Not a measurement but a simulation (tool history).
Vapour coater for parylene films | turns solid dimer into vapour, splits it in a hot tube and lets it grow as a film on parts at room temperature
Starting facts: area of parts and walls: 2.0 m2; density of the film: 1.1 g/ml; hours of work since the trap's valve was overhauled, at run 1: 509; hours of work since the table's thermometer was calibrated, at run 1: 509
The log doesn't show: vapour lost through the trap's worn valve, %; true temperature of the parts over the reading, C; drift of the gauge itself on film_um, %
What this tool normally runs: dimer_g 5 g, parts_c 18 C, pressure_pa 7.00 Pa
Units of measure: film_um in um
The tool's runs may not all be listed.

run	hour	dimer_g	parts_c	pressure_pa	hours of work since the trap's valve was overhauled	hours of work since the table's thermometer was calibrated	film_um
1	0.0	5	18	7.00	509	509	1.138
2	32.8	5	18	7.00	524	524	1.157
3	63.2	5	18	7.00	538	538	1.145
4	84.1	5	18	6.55	548	548	1.170
5	100.1	5	18	7.00	556	556	1.157
# hour 126.1: trap's valve overhauled
6	133.9	4	18	7.00	4	570	1.049
7	156.1	4	18	7.00	14	580	1.016
8	186.4	5	18	7.00	28	594	1.288
9	202.4	5	18	7.00	36	602	1.304
10	220.7	5	18	7.00	44	610	1.296
11	241.8	5	13	7.00	54	620	1.423
12	257.8	3	13	7.00	62	628	0.867
13	287.5	3	30	7.00	76	642	0.595
14	313.8	3	30	7.00	88	654	0.607
15	337.5	3	30	7.00	99	665	0.598
16	359.7	3	30	7.00	110	676	0.591
17	393.9	3	30	7.00	126	692	0.598
18	420.3	3	11	7.00	138	704	0.870
19	444.0	5	16	7.00	149	715	1.305
20	478.9	5	12	7.00	166	732	1.420
21	497.4	5	18	7.00	175	740	1.253
22	520.5	5	18	7.00	185	751	1.248
23	546.7	5	18	7.00	198	764	1.240

What will run 24 give?
24	564.8	5	18	7.00	206	772	?

{"run 24": {"film_um": 1.253}}
Had the tool carried no hidden state, the very same run would have given film_um 1.314 um.

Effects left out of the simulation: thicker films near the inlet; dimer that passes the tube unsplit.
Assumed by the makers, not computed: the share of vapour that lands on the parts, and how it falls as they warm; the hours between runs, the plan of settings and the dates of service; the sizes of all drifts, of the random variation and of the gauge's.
